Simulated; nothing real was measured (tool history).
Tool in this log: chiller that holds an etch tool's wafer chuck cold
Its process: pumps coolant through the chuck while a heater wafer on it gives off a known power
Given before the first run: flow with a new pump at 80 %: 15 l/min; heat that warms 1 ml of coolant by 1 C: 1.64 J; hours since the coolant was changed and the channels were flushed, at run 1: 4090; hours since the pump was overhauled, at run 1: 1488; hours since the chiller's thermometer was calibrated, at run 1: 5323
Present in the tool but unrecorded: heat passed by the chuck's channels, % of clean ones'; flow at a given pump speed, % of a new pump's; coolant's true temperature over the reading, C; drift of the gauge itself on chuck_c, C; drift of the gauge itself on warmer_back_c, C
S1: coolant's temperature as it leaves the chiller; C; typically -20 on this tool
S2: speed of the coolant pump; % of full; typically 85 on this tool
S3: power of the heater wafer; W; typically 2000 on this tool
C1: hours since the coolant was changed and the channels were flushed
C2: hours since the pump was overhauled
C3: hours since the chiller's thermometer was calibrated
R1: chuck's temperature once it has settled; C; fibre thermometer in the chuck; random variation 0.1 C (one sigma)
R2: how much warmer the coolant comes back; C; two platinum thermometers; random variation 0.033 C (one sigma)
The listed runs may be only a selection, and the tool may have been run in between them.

Run 1, day 0: usual settings; C1 4090; C2 1488; C3 5323. Result: R1 -4.9 C, R2 4.71 C.
Run 2, day 1.279: usual settings; C1 4121; C2 1518; C3 5353. Result: R1 -5 C, R2 4.68 C.
Run 3, day 2.192: usual settings; C1 4143; C2 1540; C3 5375. Result: R1 -4.9 C, R2 4.72 C.
Run 4, day 3.575: usual settings but S2 82 % of full; C1 4176; C2 1573; C3 5408. Result: R1 -4.5 C, R2 4.87 C.
Run 5, day 4.95: usual settings but S2 82 % of full; C1 4209; C2 1606; C3 5441. Result: R1 -4.3 C, R2 4.88 C.
Run 6, day 6.55: usual settings but S3 1668 W; C1 4247; C2 1645; C3 5480. Result: R1 -7.1 C, R2 3.95 C.
Run 7, day 7.533: usual settings but S3 1163 W; C1 4271; C2 1669; C3 5503. Result: R1 -10.8 C, R2 2.75 C.
At day 9.062: chiller's thermometer calibrated.
Run 8, day 9.325: usual settings but S3 1163 W; C1 4313; C2 1711; C3 6. Result: R1 -10.8 C, R2 2.71 C.
Run 9, day 10.358: usual settings but S3 1163 W; C1 4337; C2 1735; C3 31. Result: R1 -10.9 C, R2 2.73 C.
Run 10, day 12.175: usual settings but S3 1163 W; C1 4381; C2 1779; C3 75. Result: R1 -10.7 C, R2 2.7 C.
Run 11, day 13.6: usual settings but S2 72 % of full; C1 4415; C2 1813; C3 109. Result: R1 -2.5 C, R2 5.62 C.
At day 14.112: chiller's thermometer calibrated, once more.
Run 12, day 15.029: usual settings but S2 72 % of full; C1 4449; C2 1846; C3 22. Result: R1 -3.2 C, R2 5.69 C.
Run 13, day 15.896: usual settings but S2 72 % of full; C1 4469; C2 1867; C3 43. Result: R1 -3 C, R2 5.6 C.
Run 14, day 17.112: usual settings; C1 4499; C2 1896; C3 72. Result: R1 -5.3 C, R2 4.71 C.
Run 15, day 18.325: usual settings but S2 83 % of full; C1 4528; C2 1926; C3 101. Result: R1 -4.9 C, R2 4.82 C.
Run 16, day 19.438: usual settings but S2 96 % of full; C1 4554; C2 1952; C3 128. Result: R1 -6.8 C, R2 4.17 C.
Run 17, day 20.812: usual settings but S2 96 % of full; C1 4587; C2 1985; C3 161. Result: R1 -6.7 C, R2 4.18 C.
Run 18, day 21.871: usual settings but S1 -14 C, S2 89 % of full, S3 2548 W; C1 4613; C2 2011; C3 186. Result: R1 4 C, R2 5.76 C.
Run 19, day 22.829: usual settings but S2 95 % of full; C1 4636; C2 2034; C3 209. Result: R1 -6.7 C, R2 4.18 C.
Run 20, day 24.221: usual settings but S1 -17 C, S2 95 % of full; C1 4669; C2 2067; C3 243. Result: R1 -3.5 C, R2 4.23 C.
Run 21, day 25.058: usual settings but S1 -30 C, S2 93 % of full, S3 1076 W; C1 4689; C2 2087; C3 263. Result: R1 -22.5 C, R2 2.31 C.
Run 22, day 26.788: usual settings but S1 -17 C, S2 93 % of full, S3 1855 W; C1 4731; C2 2129; C3 304. Result: R1 -4.2 C, R2 3.96 C.
Run 23, day 28.175: usual settings but S1 -17 C, S2 93 % of full, S3 1781 W; C1 4764; C2 2162; C3 337. Result: R1 -4.8 C, R2 3.81 C.
Run 24, day 29.783: usual settings but S1 -26 C; C1 4803; C2 2201; C3 376. Result: R1 -11.2 C, R2 4.75 C.
Run 25, day 31.517: usual settings but S1 -11 C, S2 67 % of full, S3 1646 W; C1 4844; C2 2242; C3 418. Result: R1 3.8 C, R2 4.97 C.
Run 26, day 32.562: usual settings but S1 -18 C, S2 94 % of full, S3 1255 W; C1 4869; C2 2267; C3 443. Result: R1 -9.3 C, R2 2.65 C.
Run 27, day 33.379: usual settings but S1 -19 C, S2 62 % of full; C1 4889; C2 2287; C3 462. Result: R1 0.2 C, R2 6.64 C.
Run 28, day 34.862: usual settings but S1 -16 C, S2 78 % of full; C1 4925; C2 2322; C3 498. Result: R1 0 C, R2 5.19 C.

What if the next run were any one of these 4? Each begins from the tool's condition after run 28:
Run A, day 36.333: usual settings but S1 -27 C, S2 78 % of full, S3 2995 W; C1 4960; C2 2358; C3 533. Result: R1 ?, R2 ?.
Run B, day 36.333: usual settings but S2 72 % of full; C1 4960; C2 2358; C3 533. Result: R1 ?, R2 ?.
Run C, day 36.333: usual settings but S1 -13 C, S3 1086 W; C1 4960; C2 2358; C3 533. Result: R1 ?, R2 ?.
Run D, day 36.333: usual settings but S1 -16 C, S2 61 % of full; C1 4960; C2 2358; C3 533. Result: R1 ?, R2 ?.

run    R1    R2
  A  -3.2  7.78
  B  -2.9  5.67
  C  -4.9  2.58
  D   3.6   6.8
With no hidden state in the tool, these same runs would have given:
run    R1    R2
  A  -5.9  7.51
  B  -4.8  5.47
  C  -5.9  2.49
  D   1.4  6.56

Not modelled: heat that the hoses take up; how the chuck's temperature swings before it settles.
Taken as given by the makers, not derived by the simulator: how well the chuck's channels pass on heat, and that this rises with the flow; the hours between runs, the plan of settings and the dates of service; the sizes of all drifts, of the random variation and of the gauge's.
